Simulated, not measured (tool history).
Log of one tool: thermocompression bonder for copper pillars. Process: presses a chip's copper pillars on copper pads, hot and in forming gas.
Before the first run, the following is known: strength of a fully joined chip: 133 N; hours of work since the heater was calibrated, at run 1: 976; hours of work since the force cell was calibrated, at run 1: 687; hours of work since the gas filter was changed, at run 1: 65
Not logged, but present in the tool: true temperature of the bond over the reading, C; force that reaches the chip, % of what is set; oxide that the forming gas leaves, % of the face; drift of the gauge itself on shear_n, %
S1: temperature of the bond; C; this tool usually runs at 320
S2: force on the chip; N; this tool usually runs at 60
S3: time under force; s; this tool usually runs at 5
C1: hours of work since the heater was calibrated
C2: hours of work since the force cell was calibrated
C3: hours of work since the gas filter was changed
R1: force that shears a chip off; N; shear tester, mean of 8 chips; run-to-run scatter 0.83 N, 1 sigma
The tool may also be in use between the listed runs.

Run 1, hour 0: usual settings; C1 976; C2 687; C3 65. Result: R1 65 N.
Run 2, hour 27.7: usual settings but S1 344 C; C1 991; C2 703; C3 81. Result: R1 74.4 N.
Run 3, hour 53.2: usual settings but S1 344 C; C1 1005; C2 717; C3 95. Result: R1 75 N.
Run 4, hour 84.7: usual settings but S1 344 C; C1 1023; C2 734; C3 112. Result: R1 75.6 N.
Run 5, hour 106.4: usual settings but S1 344 C; C1 1035; C2 746; C3 124. Result: R1 74 N.
At hour 113.4: heater calibrated with a thermocouple chip.
Run 6, hour 144.4: usual settings; C1 17; C2 766; C3 144. Result: R1 66.8 N.
Run 7, hour 163.3: usual settings; C1 28; C2 777; C3 155. Result: R1 65.8 N.
Run 8, hour 199: usual settings; C1 48; C2 797; C3 175. Result: R1 65.8 N.
Run 9, hour 232.5: usual settings; C1 66; C2 815; C3 193. Result: R1 63.1 N.
Run 10, hour 248.8: usual settings but S3 3 s; C1 75; C2 824; C3 202. Result: R1 54.3 N.
Run 11, hour 280.8: usual settings but S1 322 C, S2 42 N, S3 4 s; C1 93; C2 842; C3 220. Result: R1 46.7 N.
Run 12, hour 310.1: usual settings but S1 322 C, S2 80 N, S3 6 s; C1 109; C2 858; C3 237. Result: R1 83.5 N.
Run 13, hour 328.5: usual settings but S1 322 C, S2 62 N, S3 6 s; C1 120; C2 869; C3 247. Result: R1 72.7 N.

Measured result minus the same run's result without the hidden state. Both carry the same run-to-run variation, though not necessarily the same gauge scatter:
run    R1
  1  -2.9
  2  -3.2
  3  -3.5
  4  -3.8
  5    -4
  6  -0.6
  7  -0.8
  8  -1.1
  9  -1.4
 10  -1.1
 11    -1
 12    -3
 13  -2.5
